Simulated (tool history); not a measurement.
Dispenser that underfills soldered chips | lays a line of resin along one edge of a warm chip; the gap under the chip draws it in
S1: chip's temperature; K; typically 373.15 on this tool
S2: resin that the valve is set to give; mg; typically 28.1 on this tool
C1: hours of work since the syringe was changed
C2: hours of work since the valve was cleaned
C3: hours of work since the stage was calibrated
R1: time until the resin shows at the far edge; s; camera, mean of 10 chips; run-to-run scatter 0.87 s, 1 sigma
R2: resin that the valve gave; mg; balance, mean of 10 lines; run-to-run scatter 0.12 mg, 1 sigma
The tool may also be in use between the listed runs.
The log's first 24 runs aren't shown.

| run | day | S1 | S2 | C1 | C2 | C3 | R1 | R2 |
|---|---|---|---|---|---|---|---|---|
|  | 6.858 | new syringe of resin |
| 25 | 6.946 | 368.15 | 29.3 | 2 | 109 | 255 | 105.1 | 27.79 |
| 26 | 7.171 | 382.15 | 30.7 | 6 | 113 | 259 | 83.0 | 28.91 |
| 27 | 7.371 | 373.15 | 33.6 | 10 | 117 | 262 | 141.9 | 31.94 |
|  | 7.533 | new syringe of resin |
| 28 | 7.675 | 364.15 | 31.1 | 3 | 122 | 268 | 123.6 | 29.37 |
|  | 7.821 | dispensing valve cleaned and set on the balance |
| 29 | 8.079 | 375.15 | 26.5 | 9 | 5 | 274 | 125.1 | 26.57 |
|  | 8.258 | new syringe of resin |
| 30 | 8.288 | 372.15 | 29.2 | 1 | 8 | 278 | 83.2 | 29.18 |
| 31 | 8.458 | 384.15 | 24.8 | 4 | 12 | 281 | 68.9 | 24.54 |
| 32 | 8.621 | 386.15 | 27.4 | 7 | 15 | 284 | 75.8 | 27.49 |
|  | 8.917 | new syringe of resin |
| 33 | 8.917 | 363.15 | 27.0 | 0 | 20 | 290 | 112.9 | 26.69 |

4 options for the next run, each taken on its own from the tool as it stands now. Forecast them:
| A | 9.208 | 383.15 | 25.2 | 5 | 25 | 295 | ? | ? |
| B | 9.208 | 366.15 | 35.3 | 5 | 25 | 295 | ? | ? |
| C | 9.208 | 364.15 | 34.9 | 5 | 25 | 295 | ? | ? |
| D | 9.208 | 387.15 | 28.1 | 5 | 25 | 295 | ? | ? |

| run | R1 | R2 |
|---|---|---|
| A | 77.1 | 24.93 |
| B | 136.9 | 34.81 |
| C | 148.9 | 34.48 |
| D | 67.3 | 27.84 |
With the hidden condition removed and each run's random variation left untouched, the same runs would have given:
| run | R1 | R2 |
|---|---|---|
| A | 57.9 | 25.20 |
| B | 103.6 | 35.19 |
| C | 112.8 | 34.86 |
| D | 50.6 | 28.15 |

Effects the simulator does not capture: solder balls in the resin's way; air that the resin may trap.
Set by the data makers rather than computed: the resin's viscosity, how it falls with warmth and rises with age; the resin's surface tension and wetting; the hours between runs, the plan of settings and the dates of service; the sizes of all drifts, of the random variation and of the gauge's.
